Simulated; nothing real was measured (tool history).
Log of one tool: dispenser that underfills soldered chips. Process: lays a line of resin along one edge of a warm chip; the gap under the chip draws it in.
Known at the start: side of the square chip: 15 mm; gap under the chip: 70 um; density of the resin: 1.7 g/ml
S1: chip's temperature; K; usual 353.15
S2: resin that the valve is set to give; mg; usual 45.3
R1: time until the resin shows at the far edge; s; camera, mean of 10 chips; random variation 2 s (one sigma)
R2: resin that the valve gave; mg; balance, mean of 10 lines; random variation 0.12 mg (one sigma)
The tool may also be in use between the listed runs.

Run 1, hour 0: usual settings. Result: R1 192.8 s, R2 43.93 mg.
Run 2, hour 2.8: usual settings but S1 340.15 K. Result: R1 348.3 s, R2 43.91 mg.
At hour 7.2: new syringe of resin.
Run 3, hour 7.4: usual settings but S1 340.15 K. Result: R1 297.7 s, R2 44.04 mg.
Run 4, hour 13.7: usual settings but S2 48.2 mg. Result: R1 260.4 s, R2 46.81 mg.
At hour 14.9: new syringe of resin.
Run 5, hour 16.8: usual settings but S1 341.15 K. Result: R1 313.9 s, R2 43.86 mg.
Run 6, hour 19.7: usual settings. Result: R1 242.3 s, R2 43.6 mg.
At hour 22.3: new syringe of resin.
Run 7, hour 24: usual settings but S2 45.6 mg. Result: R1 198.2 s, R2 43.78 mg.
Run 8, hour 29.1: usual settings but S1 351.15 K. Result: R1 281.6 s, R2 43.31 mg.
At hour 30: new syringe of resin.
Run 9, hour 33.9: usual settings. Result: R1 225.6 s, R2 43.43 mg.
At hour 37.9: new syringe of resin.
Run 10, hour 39: usual settings. Result: R1 193.1 s, R2 43.22 mg.
At hour 45.6: new syringe of resin.
Run 11, hour 45.6: usual settings. Result: R1 183.8 s, R2 43.37 mg.
Run 12, hour 50.2: usual settings. Result: R1 232.6 s, R2 43.08 mg.
At hour 53.1: new syringe of resin.
Run 13, hour 55.1: usual settings. Result: R1 206 s, R2 43.08 mg.
At hour 60.6: new syringe of resin.
Run 14, hour 60.6: usual settings. Result: R1 182 s, R2 42.99 mg.
Run 15, hour 64.3: usual settings but S2 49.3 mg. Result: R1 218.3 s, R2 46.77 mg.
Run 16, hour 67.6: usual settings but S2 49.3 mg. Result: R1 261.3 s, R2 46.72 mg.
At hour 68.5: new syringe of resin.
Run 17, hour 72.9: usual settings but S2 49.3 mg. Result: R1 235.5 s, R2 46.46 mg.
At hour 76.1: new syringe of resin.
Run 18, hour 78.6: usual settings but S2 49.5 mg. Result: R1 206.4 s, R2 46.53 mg.
At hour 83.8: new syringe of resin.
Run 19, hour 85.4: usual settings but S2 49.5 mg. Result: R1 199.2 s, R2 46.31 mg.
Run 20, hour 89.1: usual settings but S1 345.15 K, S2 56.8 mg. Result: R1 314.2 s, R2 53.19 mg.
At hour 91.7: dispensing valve cleaned and set on the balance.
At hour 92.3: new syringe of resin.
Run 21, hour 94.1: usual settings but S1 359.15 K, S2 39.8 mg. Result: R1 169.7 s, R2 39.83 mg.
At hour 99.8: new syringe of resin.
Run 22, hour 100.2: usual settings but S1 359.15 K, S2 39.8 mg. Result: R1 156.6 s, R2 39.88 mg.
At hour 107.3: new syringe of resin.
Run 23, hour 107.3: usual settings but S1 341.15 K, S2 40.1 mg. Result: R1 279.8 s, R2 39.91 mg.
Run 24, hour 112.6: usual settings but S1 364.15 K, S2 51.4 mg. Result: R1 166.9 s, R2 51.22 mg.
At hour 114.8: new syringe of resin.
Run 25, hour 118.6: usual settings but S1 339.15 K, S2 43.3 mg. Result: R1 358.9 s, R2 42.85 mg.
Run 26, hour 121.7: usual settings but S1 339.15 K, S2 43.3 mg. Result: R1 427.5 s, R2 42.7 mg.
At hour 122.5: new syringe of resin.
Run 27, hour 126.9: usual settings but S1 358.15 K, S2 46.7 mg. Result: R1 191.2 s, R2 46.08 mg.
At hour 130.4: new syringe of resin.
Run 28, hour 131.9: usual settings but S1 358.15 K, S2 46.7 mg. Result: R1 161.6 s, R2 46.22 mg.
Run 29, hour 135.7: usual settings but S1 352.15 K, S2 41.9 mg. Result: R1 244.5 s, R2 41.17 mg.
At hour 138: new syringe of resin.
Run 30, hour 142.3: usual settings but S1 352.15 K, S2 41.9 mg. Result: R1 237.8 s, R2 41.29 mg.
At hour 145.5: new syringe of resin.
Run 31, hour 148.8: usual settings but S1 356.15 K, S2 58.4 mg. Result: R1 187.8 s, R2 57.42 mg.
At hour 153.2: new syringe of resin.
Run 32, hour 154.8: usual settings but S1 363.15 K. Result: R1 141.2 s, R2 44.36 mg.
At hour 160.8: new syringe of resin.
Run 33, hour 161.9: usual settings but S1 357.15 K, S2 40 mg. Result: R1 170.5 s, R2 38.98 mg.
Run 34, hour 166.1: usual settings but S1 349.15 K. Result: R1 277.4 s, R2 44.31 mg.
At hour 168.3: new syringe of resin.
Run 35, hour 170.7: usual settings but S1 365.15 K, S2 54.5 mg. Result: R1 132.4 s, R2 53.13 mg.

Forecast each of these 4 alternatives for the next run:
Run A, hour 175.3: usual settings but S1 367.15 K, S2 42 mg. Result: R1 ?, R2 ?.
Run B, hour 175.3: usual settings but S1 363.15 K, S2 50.9 mg. Result: R1 ?, R2 ?.
Run C, hour 175.3: usual settings but S2 52.7 mg. Result: R1 ?, R2 ?.
Run D, hour 175.3: usual settings but S2 58.9 mg. Result: R1 ?, R2 ?.

run     R1     R2
  A  165.1  40.68
  B  180.5  49.43
  C  252.9  51.21
  D  250.7  57.23
Without the tool's hidden state the same runs would have given:
run     R1     R2
  A  124.7  41.84
  B  136.8  50.85
  C  192.8  52.68
  D    191  58.87
